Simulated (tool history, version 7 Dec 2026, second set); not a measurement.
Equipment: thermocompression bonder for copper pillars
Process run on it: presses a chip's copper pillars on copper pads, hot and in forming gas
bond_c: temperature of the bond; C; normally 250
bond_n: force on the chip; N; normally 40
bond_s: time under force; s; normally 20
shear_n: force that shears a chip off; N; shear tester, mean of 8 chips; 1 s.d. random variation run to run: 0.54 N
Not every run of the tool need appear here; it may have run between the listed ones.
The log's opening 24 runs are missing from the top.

run   hour  bond_c  bond_n  bond_s  hours of work since the heater was calibrated  hours of work since the force cell was calibrated  hours of work since the gas filter was changed  shear_n
 25  165.9     265      60      39                                           1058                                                206                                             330     83.9
 26  170.5     265      60      21                                           1059                                                208                                             332     81.0
 27  178.6     257      60      44                                           1063                                                212                                             336     83.3
 28  185.4     250      29      20                                           1066                                                215                                             338     54.2
 29  191.3     238      29      10                                           1068                                                217                                             341     35.1
 30  197.8     250      40      25                                           1071                                                220                                             344     65.9
 31  205.5     250      40      25                                           1074                                                223                                             347     65.8
 32  210.8     250      25      25                                           1077                                                225                                             349     52.9
 33  215.1     236      30      21                                           1078                                                227                                             351     45.0
 34  221.3     271      40      10                                           1081                                                230                                             354     66.5
 35  226.0     279      54      16                                           1083                                                232                                             356     82.5
 36  231.8     230      30      12                                           1085                                                234                                             358     33.6
     237.0  -- heater calibrated with a thermocouple chip
 37  240.5     230      28      17                                              1                                                237                                             361     36.4
 38  249.3     250      40      54                                              5                                                241                                             365     75.3
 39  257.9     268      40      11                                              9                                                244                                             368     65.6

Consider 4 possible next runs. They are alternatives, not a sequence: every one starts from the tool as it was left by run 39. What does each give?
  A  261.8     268      40      18                                             10                                                246                                             370        ?
  B  261.8     240      40      12                                             10                                                246                                             370        ?
  C  261.8     235      25      18                                             10                                                246                                             370        ?
  D  261.8     250      33      12                                             10                                                246                                             370        ?

run  shear_n
  A     72.6
  B     47.1
  C     38.7
  D     49.7
Without the tool's hidden state the same runs would have given:
run  shear_n
  A     72.7
  B     47.1
  C     38.7
  D     49.8

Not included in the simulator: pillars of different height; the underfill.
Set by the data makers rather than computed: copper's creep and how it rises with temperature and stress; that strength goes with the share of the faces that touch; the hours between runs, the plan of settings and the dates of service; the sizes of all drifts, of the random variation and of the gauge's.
